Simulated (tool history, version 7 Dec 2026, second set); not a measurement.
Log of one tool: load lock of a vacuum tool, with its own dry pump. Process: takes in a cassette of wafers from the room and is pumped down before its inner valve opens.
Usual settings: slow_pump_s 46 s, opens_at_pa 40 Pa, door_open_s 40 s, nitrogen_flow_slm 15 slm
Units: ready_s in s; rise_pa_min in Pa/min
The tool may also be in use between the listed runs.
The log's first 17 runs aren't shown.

run    hour  slow_pump_s  opens_at_pa  door_open_s  nitrogen_flow_slm  incoming humidity of the room's air, %  ready_s  rise_pa_min
 18  1384.3           31           77           27                 15                                      47     71.6        0.464
 19  1467.3           31           77           27                 15                                    46.8     70.8        0.463
 20  1574.1           46           40          185                 24                                    46.2     86.5        0.485
 21  1637.2           63           70           40                 15                                    40.1     94.3        0.475
 22  1707.1           28           40           40                 15                                    47.9     74.5        0.481
 23  1816.5           27           63           40                 15                                    45.3     70.1        0.505
 24    1918           27           67           40                 35                                    43.2     69.7        0.516
 25  2004.8           33           62           40                 15                                    43.5     73.9        0.521
 26  2077.8           33           62           40                 15                                    43.1     73.9        0.515
 27  2177.4           33           38           37                  7                                    46.7     78.2         0.53
 28  2224.5           33           38           37                  7                                    47.2     78.3        0.534
 29  2301.1           33           38           37                  7                                    44.6     78.2        0.543
 30  2391.1           33           38           37                  7                                    45.3     78.3        0.556
 31  2449.2           71           29           44                 24                                    45.6    106.2        0.551
 32  2527.4           43           40           40                 15                                    45.8     84.4        0.556
     2608.6  -- door's seal changed, seat wiped
 33  2636.6           46           40           92                 23                                    47.2     86.8        0.016

Forecast each of these 4 alternatives for the next run:
  A  2737           33           40           40                 12                                    46.8        ?            ?
  B  2737           46           70           73                 23                                    45.7        ?            ?
  C  2737           46           40           94                 15                                    45.3        ?            ?
  D  2737           37           40           40                 15                                      42        ?            ?

run  ready_s  rise_pa_min
  A     77.6        0.026
  B     82.8        0.022
  C       87        0.029
  D     80.7        0.015
Without the tool's hidden state the same runs would have given:
run  ready_s  rise_pa_min
  A     75.8        0.024
  B     81.4         0.02
  C     85.4        0.027
  D       79        0.013
